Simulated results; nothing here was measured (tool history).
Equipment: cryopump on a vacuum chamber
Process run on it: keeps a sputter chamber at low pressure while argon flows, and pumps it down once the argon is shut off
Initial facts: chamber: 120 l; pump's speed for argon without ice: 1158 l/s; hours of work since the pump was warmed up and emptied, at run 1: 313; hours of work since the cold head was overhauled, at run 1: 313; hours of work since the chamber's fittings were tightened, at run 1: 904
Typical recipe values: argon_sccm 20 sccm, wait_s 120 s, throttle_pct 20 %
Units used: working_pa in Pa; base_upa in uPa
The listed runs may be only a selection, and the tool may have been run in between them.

run   hour  argon_sccm  wait_s  throttle_pct  hours of work since the pump was warmed up and emptied  hours of work since the cold head was overhauled  hours of work since the chamber's fittings were tightened  working_pa  base_upa
  1      0          20     120            20                                                     313                                               313                                                        904      0.1482       1.4
  2   20.2          20     120            20                                                     322                                               322                                                        912      0.1482      1.34
  3   40.5          20     120            20                                                     330                                               330                                                        920      0.1491      1.37
  4   54.5          20     120            20                                                     335                                               335                                                        925      0.1499      1.46
  5   73.8          20     120            20                                                     343                                               343                                                        933      0.1476      1.45
  6  100.1          20     120            20                                                     354                                               354                                                        944      0.1496      1.43
  7  111.9          20     120            48                                                     358                                               358                                                        948       0.062      1.46
  8  132.1          20     120            48                                                     367                                               367                                                        957      0.0626      1.41
  9  146.1          15     120            20                                                     372                                               372                                                        962      0.1125      1.47
 10  170.5          15     120            20                                                     382                                               382                                                        972      0.1109      1.46
 11  196.9          15     120            20                                                     393                                               393                                                        983      0.1115      1.45
 12  223.4          15     120            20                                                     403                                               403                                                        993      0.1116      1.44
 13  245.1          15     120            20                                                     412                                               412                                                       1002      0.1119      1.42
 14  269.9          16      49            17                                                     422                                               422                                                       1012      0.1411      2.29
 15  296.1          26      51            20                                                     432                                               432                                                       1022      0.1958      2.31
 16  316.6          20      31            18                                                     441                                               441                                                       1031      0.1652      3.28
 17    333          18     273            24                                                     447                                               447                                                       1037      0.1129      1.19
 18    356          20      60            20                                                     456                                               456                                                       1047       0.151       2.1
 19  376.4          20      60            20                                                     465                                               465                                                       1055      0.1494      2.14
 20  389.5          35      28            20                                                     470                                               470                                                       1060      0.2629      3.59
 21  411.6          35      28            20                                                     479                                               479                                                       1069      0.2619      3.53
 22  437.5          35      28            20                                                     489                                               489                                                       1079      0.2615      3.48
 23  461.7          35      28            20                                                     499                                               499                                                       1089      0.2613      3.62
 24  476.9          18      47            20                                                     505                                               505                                                       1095      0.1362       2.5
 25  491.9          20     120            40                                                     511                                               511                                                       1101      0.0786      1.52
 26  513.1          32     157            16                                                     520                                               520                                                       1110      0.3007      1.38

Per-run results on a tool with no hidden state, each run keeping its own random variation:
The hidden state here: pump's speed, % of a pump's without ice; cold plate's temperature, K; leak into the chamber, uPa l/s; drift of the gauge itself on working_pa, %; drift of the gauge itself on base_upa, %.
run  working_pa  base_upa
  1      0.1458      0.89
  2      0.1457      0.82
  3      0.1465      0.85
  4      0.1473      0.92
  5       0.145      0.91
  6      0.1468      0.89
  7      0.0592       0.9
  8      0.0597      0.86
  9      0.1103      0.91
 10      0.1086       0.9
 11      0.1092      0.89
 12      0.1092      0.87
 13      0.1095      0.85
 14      0.1384      1.72
 15      0.1914      1.71
 16      0.1617      2.68
 17      0.1097      0.59
 18      0.1474      1.49
 19      0.1457      1.53
 20      0.2563      2.96
 21      0.2552      2.91
 22      0.2546      2.86
 23      0.2543      2.97
 24      0.1325      1.85
 25      0.0744      0.87
 26       0.294      0.73

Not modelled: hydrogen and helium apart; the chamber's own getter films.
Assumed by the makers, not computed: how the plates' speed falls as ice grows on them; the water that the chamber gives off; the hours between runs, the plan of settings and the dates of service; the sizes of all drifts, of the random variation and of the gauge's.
